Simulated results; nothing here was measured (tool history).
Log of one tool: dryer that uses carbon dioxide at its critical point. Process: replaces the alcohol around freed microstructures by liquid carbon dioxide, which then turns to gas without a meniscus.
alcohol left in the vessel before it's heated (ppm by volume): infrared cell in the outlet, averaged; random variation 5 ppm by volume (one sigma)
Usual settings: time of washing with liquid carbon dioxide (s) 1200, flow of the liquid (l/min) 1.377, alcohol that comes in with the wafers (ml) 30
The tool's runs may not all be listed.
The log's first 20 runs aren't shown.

run,hour,time of washing with liquid carbon dioxide (s),flow of the liquid (l/min),alcohol that comes in with the wafers (ml),hours of work since the filter was changed,hours of work since the purifier's bed was changed,alcohol left in the vessel before it's heated (ppm by volume)
21,195.2,1020,1.72,48,142,232,167
22,204.9,1020,1.72,48,148,238,170
23,214.7,1020,1.72,48,154,244,161
24,222,900,1.17,43,158,248,554
25,227.2,900,1.17,43,161,251,592
26,235.1,1200,1.91,30,166,256,127
27,246.1,1200,1.91,30,172,262,129
28,252.5,1200,1.41,25,176,266,165
29,264,900,1.02,53,183,273,994
30,272.8,900,1.02,52,188,278,1009
31,280.9,1320,2.19,58,193,282,131
32,286.2,1320,2.19,58,196,286,134
33,294.8,1320,2.19,58,201,291,131
# hour 303.5: inlet filter changed
34,303.7,1380,1.26,22,0,295,156
35,315.5,1620,1.06,93,7,302,226
36,328.3,1140,1.63,56,15,310,167

3 ways to go on from here, each from the tool as it stands after run 36. What would each give?
A,336.7,1020,1.377,30,19,315,?
B,336.7,1320,0.93,34,19,315,?
C,336.7,1740,0.9,21,19,315,?

run,alcohol left in the vessel before it's heated (ppm by volume)
A,223
B,316
C,193
Without the tool's hidden state the same runs would have given:
run,alcohol left in the vessel before it's heated (ppm by volume)
A,79
B,167
C,48
